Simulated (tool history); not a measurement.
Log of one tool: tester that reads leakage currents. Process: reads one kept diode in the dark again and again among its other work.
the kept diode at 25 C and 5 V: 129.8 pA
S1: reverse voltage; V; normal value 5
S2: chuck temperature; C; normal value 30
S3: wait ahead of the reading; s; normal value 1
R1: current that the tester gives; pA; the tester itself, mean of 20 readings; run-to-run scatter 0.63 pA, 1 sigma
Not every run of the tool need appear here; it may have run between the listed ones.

run,hour,S1,S2,S3,R1
1,0,5,30,1,232.07
2,138.9,5,30,1,235.59
# hour 212.1: chuck's temperature calibrated
3,241.1,5,30,1,212.72
4,417.2,5,30,1,215.19
5,545.4,5,30,1,217.56
6,663.4,5,30,1,218.74
7,760.5,5,30,1,220.82
8,908.5,5,30,1,222.8
9,1076,5,30,1,225.08
10,1260,5,30,1,229.66
11,1412.6,5,30,1,229.54
12,1513.3,5,30,1,231.64
13,1613.1,5,20,1,96.74
# hour 1662.1: probe card cleaned and baked
14,1781.8,5,20,1,88.8
15,1892.7,5,42,2.96,654.79
16,2042.6,4.98,30,0.64,229.95
17,2148.2,4.98,30,0.64,231.12
18,2284.4,5.4,30,0.64,243.46
19,2461.9,8.89,30,4,299.9
# hour 2519.3: tester calibrated
20,2592.6,8.89,30,4,302.01
# hour 2729.8: chuck's temperature calibrated
21,2737.9,10.05,51,1,1714.4
22,2843.2,10.05,40,5.85,694.59
23,3027.5,10.05,40,5.85,707.12
24,3104.3,10.05,40,5.85,708.85
25,3201.2,14.44,30,0.37,363.18
# hour 3334.8: probe card cleaned and baked
26,3360,4.62,46,0.9,854.01
27,3525.8,4.62,28,5.29,175.62

Below are 4 alternative next runs, each starting from the tool's condition after run 27. Predict each:
A,3672,5,22,1,?
B,3672,5,30,4.33,?
C,3672,2.1,57,0.63,?
D,3672,4.17,34,7.44,?

run,R1
A,105.58
B,220.74
C,1524.95
D,295.04
With the hidden condition removed and each run's random variation left untouched, the same runs would have given:
run,R1
A,98
B,207.53
C,1458.01
D,278.72
